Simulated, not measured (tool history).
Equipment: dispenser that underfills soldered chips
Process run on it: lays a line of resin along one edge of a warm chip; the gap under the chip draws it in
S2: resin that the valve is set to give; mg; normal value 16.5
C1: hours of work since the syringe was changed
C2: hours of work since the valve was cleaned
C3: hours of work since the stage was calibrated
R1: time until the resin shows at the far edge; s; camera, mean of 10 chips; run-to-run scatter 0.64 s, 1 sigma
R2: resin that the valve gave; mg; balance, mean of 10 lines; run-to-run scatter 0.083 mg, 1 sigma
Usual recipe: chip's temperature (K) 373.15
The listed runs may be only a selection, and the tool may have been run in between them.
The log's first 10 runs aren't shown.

run 11 hour=119.0 | chip's_temperature_(K)=378.15 S2=16.5 | C1=7 C2=16 C3=240 | R1=62.9 R2=16.34
-- hour=126.6 new syringe of resin
run 12 hour=126.6 | chip's_temperature_(K)=378.15 S2=16.5 | C1=0 C2=21 C3=244 | R1=45.3 R2=16.33
run 13 hour=140.5 | chip's_temperature_(K)=378.15 S2=16.5 | C1=9 C2=30 C3=254 | R1=72.1 R2=16.30
-- hour=144.2 new syringe of resin
run 14 hour=152.1 | chip's_temperature_(K)=373.15 S2=16.5 | C1=5 C2=38 C3=261 | R1=71.4 R2=16.18
-- hour=161.6 new syringe of resin
run 15 hour=164.6 | chip's_temperature_(K)=373.15 S2=16.5 | C1=2 C2=46 C3=269 | R1=61.2 R2=16.26
run 16 hour=177.5 | chip's_temperature_(K)=373.15 S2=16.5 | C1=11 C2=55 C3=278 | R1=94.7 R2=15.94
-- hour=179.3 new syringe of resin
run 17 hour=189.5 | chip's_temperature_(K)=373.15 S2=16.5 | C1=7 C2=62 C3=286 | R1=78.4 R2=15.85
-- hour=196.5 new syringe of resin
run 18 hour=197.4 | chip's_temperature_(K)=375.15 S2=20.2 | C1=1 C2=68 C3=291 | R1=51.6 R2=19.29
run 19 hour=207.3 | chip's_temperature_(K)=385.15 S2=14.7 | C1=7 C2=74 C3=297 | R1=50.5 R2=13.99
-- hour=214.1 new syringe of resin
-- hour=219.0 dispensing valve cleaned and set on the balance
run 20 hour=221.8 | chip's_temperature_(K)=379.15 S2=14.3 | C1=4 C2=2 C3=306 | R1=55.0 R2=14.23
-- hour=233.0 new syringe of resin
run 21 hour=234.9 | chip's_temperature_(K)=379.15 S2=14.3 | C1=1 C2=10 C3=315 | R1=47.2 R2=14.27
-- hour=251.0 new syringe of resin
run 22 hour=251.0 | chip's_temperature_(K)=364.15 S2=14.3 | C1=0 C2=21 C3=325 | R1=82.3 R2=14.02
run 23 hour=260.2 | chip's_temperature_(K)=364.15 S2=14.3 | C1=6 C2=27 C3=331 | R1=113.3 R2=14.03
-- hour=268.9 new syringe of resin
run 24 hour=270.9 | chip's_temperature_(K)=369.15 S2=17.5 | C1=1 C2=34 C3=338 | R1=70.0 R2=16.92

Run 25 is up next; what results do you expect?
run 25 hour=282.5 | chip's_temperature_(K)=359.15 S2=16.5 | C1=9 C2=42 C3=346 | R1=? R2=?

R1: 159.2 s
R2: 16.06 mg
Take away the tool's hidden state, keep the run-to-run variation as it was, and the same run would have given R1 102.9 s, R2 16.52 mg.
